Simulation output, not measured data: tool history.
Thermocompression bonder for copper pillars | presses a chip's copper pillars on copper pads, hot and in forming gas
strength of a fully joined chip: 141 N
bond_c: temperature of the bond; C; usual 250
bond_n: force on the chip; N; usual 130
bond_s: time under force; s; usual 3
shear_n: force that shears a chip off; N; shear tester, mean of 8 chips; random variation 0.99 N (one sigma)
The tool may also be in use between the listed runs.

| run | hour | bond_c | bond_n | bond_s | shear_n |
|---|---|---|---|---|---|
| 1 | 0.0 | 250 | 130 | 3 | 77.3 |
| 2 | 21.1 | 250 | 130 | 3 | 78.4 |
| 3 | 33.8 | 250 | 130 | 3 | 77.2 |
| 4 | 52.3 | 250 | 130 | 3 | 78.9 |
| 5 | 72.3 | 230 | 130 | 3 | 62.7 |
| 6 | 101.1 | 250 | 183 | 3 | 91.9 |
| 7 | 122.5 | 250 | 183 | 3 | 92.1 |
| 8 | 148.2 | 250 | 183 | 3 | 91.5 |
| 9 | 171.0 | 250 | 183 | 3 | 92.1 |
| 10 | 192.6 | 250 | 183 | 3 | 89.6 |
| 11 | 213.7 | 250 | 183 | 3 | 94.1 |
| 12 | 244.3 | 250 | 183 | 3 | 92.8 |
| 13 | 273.7 | 243 | 81 | 3 | 53.7 |
| 14 | 304.4 | 243 | 81 | 3 | 53.5 |
| 15 | 323.3 | 268 | 84 | 3 | 72.0 |
| 16 | 346.0 | 273 | 144 | 2 | 86.6 |
| 17 | 364.0 | 230 | 87 | 9 | 69.1 |
| 18 | 377.2 | 230 | 177 | 9 | 100.5 |
| 19 | 406.4 | 230 | 177 | 9 | 97.8 |
| 20 | 426.5 | 238 | 97 | 7 | 74.0 |
| 21 | 440.2 | 251 | 172 | 2 | 76.5 |
| 22 | 469.3 | 251 | 172 | 2 | 79.9 |
| 23 | 486.8 | 254 | 133 | 6 | 97.7 |

Taken out of this log: 2 entries between the listed runs. Where each belongs, and how the hidden state differs across it:
Between runs 10 and 11: forming gas filter changed (hour 208.2)
  true temperature of the bond over the reading, C: -7.6 -> -7.7; force that reaches the chip, % of what is set: 97.8 -> 97.7; oxide that the forming gas leaves, % of the face: 5.11 -> 0.68
  measured less the result without the state, shear_n: -10.9 -> -6.8 N
Between runs 21 and 22: forming gas filter changed (hour 469.3)
  true temperature of the bond over the reading, C: -9 -> -9.2; force that reaches the chip, % of what is set: 97 -> 96.9; oxide that the forming gas leaves, % of the face: 4.82 -> 0.65
  measured less the result without the state, shear_n: -11.4 -> -8.2 N
